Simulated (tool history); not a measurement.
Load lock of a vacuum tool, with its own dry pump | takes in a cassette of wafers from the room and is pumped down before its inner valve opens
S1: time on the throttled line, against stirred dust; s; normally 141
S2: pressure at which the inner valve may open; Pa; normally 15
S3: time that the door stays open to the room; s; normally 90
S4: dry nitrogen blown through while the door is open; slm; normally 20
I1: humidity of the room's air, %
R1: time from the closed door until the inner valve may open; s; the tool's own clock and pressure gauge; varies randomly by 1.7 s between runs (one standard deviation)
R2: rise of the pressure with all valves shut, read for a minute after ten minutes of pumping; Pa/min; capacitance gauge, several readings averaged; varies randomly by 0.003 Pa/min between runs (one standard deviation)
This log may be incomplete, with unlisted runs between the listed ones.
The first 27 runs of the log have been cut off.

{"run": 28, "hour": 4697.9, "S1": 141, "S2": 28, "S3": 49, "S4": 20, "I1": 44.5, "R1": 310.0, "R2": 0.351}
{"run": 29, "hour": 4827.1, "S1": 141, "S2": 28, "S3": 49, "S4": 20, "I1": 40.8, "R1": 307.7, "R2": 0.348}
{"run": 30, "hour": 4968.5, "S1": 141, "S2": 15, "S3": 83, "S4": 9, "I1": 43.7, "R1": 324.0, "R2": 0.375}
{"run": 31, "hour": 5167.6, "S1": 265, "S2": 21, "S3": 90, "S4": 20, "I1": 45.0, "R1": 406.9, "R2": 0.375}
{"run": 32, "hour": 5338.2, "S1": 85, "S2": 15, "S3": 48, "S4": 15, "I1": 46.8, "R1": 289.4, "R2": 0.383}
{"run": 33, "hour": 5440.9, "S1": 112, "S2": 15, "S3": 48, "S4": 6, "I1": 42.1, "R1": 307.8, "R2": 0.389}
{"hour": 5561.8, "done": "dry pump taken out, an overhauled one fitted"}
{"run": 34, "hour": 5678.1, "S1": 112, "S2": 15, "S3": 48, "S4": 6, "I1": 46.0, "R1": 261.2, "R2": 0.401}
{"run": 35, "hour": 5875.5, "S1": 189, "S2": 12, "S3": 48, "S4": 43, "I1": 41.4, "R1": 327.2, "R2": 0.403}
{"run": 36, "hour": 5990.7, "S1": 189, "S2": 12, "S3": 48, "S4": 43, "I1": 43.1, "R1": 326.6, "R2": 0.406}

Branching from run 36: 4 alternative next runs. What would each branch give?
{"run": "A", "hour": 6144.5, "S1": 242, "S2": 12, "S3": 48, "S4": 5, "I1": 43.0, "R1": "?", "R2": "?"}
{"run": "B", "hour": 6144.5, "S1": 133, "S2": 12, "S3": 48, "S4": 43, "I1": 45.3, "R1": "?", "R2": "?"}
{"run": "C", "hour": 6144.5, "S1": 273, "S2": 15, "S3": 211, "S4": 6, "I1": 41.7, "R1": "?", "R2": "?"}
{"run": "D", "hour": 6144.5, "S1": 266, "S2": 21, "S3": 48, "S4": 32, "I1": 46.5, "R1": "?", "R2": "?"}

run=A R1=367.1 R2=0.422
run=B R1=282.1 R2=0.410
run=C R1=385.4 R2=0.457
run=D R1=373.6 R2=0.407
Stripped of hidden state, with their random variation kept, the same runs would have yielded:
run=A R1=366.5 R2=0.024
run=B R1=281.5 R2=0.012
run=C R1=384.8 R2=0.058
run=D R1=373.5 R2=0.010
